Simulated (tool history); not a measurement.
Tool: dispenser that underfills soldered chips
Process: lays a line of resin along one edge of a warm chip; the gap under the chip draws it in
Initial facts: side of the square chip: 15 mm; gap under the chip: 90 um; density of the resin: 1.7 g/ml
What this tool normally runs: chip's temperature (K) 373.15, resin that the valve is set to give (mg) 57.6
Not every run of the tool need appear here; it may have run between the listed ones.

run,hour,chip's temperature (K),resin that the valve is set to give (mg),time until the resin shows at the far edge (s),resin that the valve gave (mg)
1,0.0,373.15,57.6,70.7,56.94
2,6.8,373.15,57.6,79.6,56.64
3,15.8,373.15,57.6,99.9,56.74
# hour 17.5: new syringe of resin
4,24.7,373.15,57.6,79.7,56.49
# hour 35.5: new syringe of resin
5,37.5,373.15,57.6,69.1,56.30
6,50.8,373.15,68.2,94.5,66.40
# hour 53.5: new syringe of resin
7,59.9,373.15,72.5,78.1,70.61
8,70.1,373.15,72.5,97.3,70.06
# hour 71.4: new syringe of resin
9,78.2,373.15,68.6,77.3,66.66
10,88.8,373.15,68.6,96.5,66.08
# hour 90.4: new syringe of resin
# hour 101.9: stage's temperature calibrated
11,104.2,373.15,68.6,84.7,66.04
# hour 110.0: new syringe of resin
12,115.6,373.15,50.2,73.8,48.19
# hour 120.0: dispensing valve cleaned and set on the balance
# hour 128.9: new syringe of resin
13,130.6,375.15,55.4,62.3,55.09
14,145.3,365.15,53.3,133.5,53.23
# hour 146.8: new syringe of resin
15,157.0,386.15,59.4,49.4,59.05
16,163.9,386.15,59.4,57.0,58.97
# hour 165.3: new syringe of resin
17,172.1,373.15,68.4,74.9,67.88
# hour 183.8: new syringe of resin
18,186.0,361.15,66.2,112.8,65.28
19,195.6,361.15,66.2,147.0,65.23
# hour 201.9: new syringe of resin
20,209.1,361.15,66.2,127.5,64.89
# hour 220.7: new syringe of resin
21,223.3,369.15,60.7,82.0,59.36
22,235.7,367.15,62.3,117.6,60.65

Table of differences, measured result less the result of that run with no hidden state. Run-to-run variation is the same in both. Gauge scatter possibly is not:
What the log doesn't record here: resin's viscosity, % of fresh resin's; dose that the valve gives, % of what is set; true chip temperature over the reading, C; drift of the gauge itself on fill_s, %; drift of the gauge itself on given_mg, %.
run,time until the resin shows at the far edge (s),resin that the valve gave (mg)
1,+5.5,-0.84
2,+16.8,-0.91
3,+35.7,-1.03
4,+15.3,-1.13
5,+6.0,-1.29
6,+30.9,-1.73
7,+14.1,-1.97
8,+34.3,-2.13
9,+13.5,-2.15
10,+34.1,-2.30
11,+21.9,-2.51
12,+9.3,-1.95
13,+2.7,-0.03
14,+42.4,-0.19
15,+10.9,-0.37
16,+19.2,-0.45
17,+10.6,-0.64
18,+8.3,-0.81
19,+37.5,-0.95
20,+21.1,-1.13
21,+6.2,-1.22
22,+35.8,-1.43

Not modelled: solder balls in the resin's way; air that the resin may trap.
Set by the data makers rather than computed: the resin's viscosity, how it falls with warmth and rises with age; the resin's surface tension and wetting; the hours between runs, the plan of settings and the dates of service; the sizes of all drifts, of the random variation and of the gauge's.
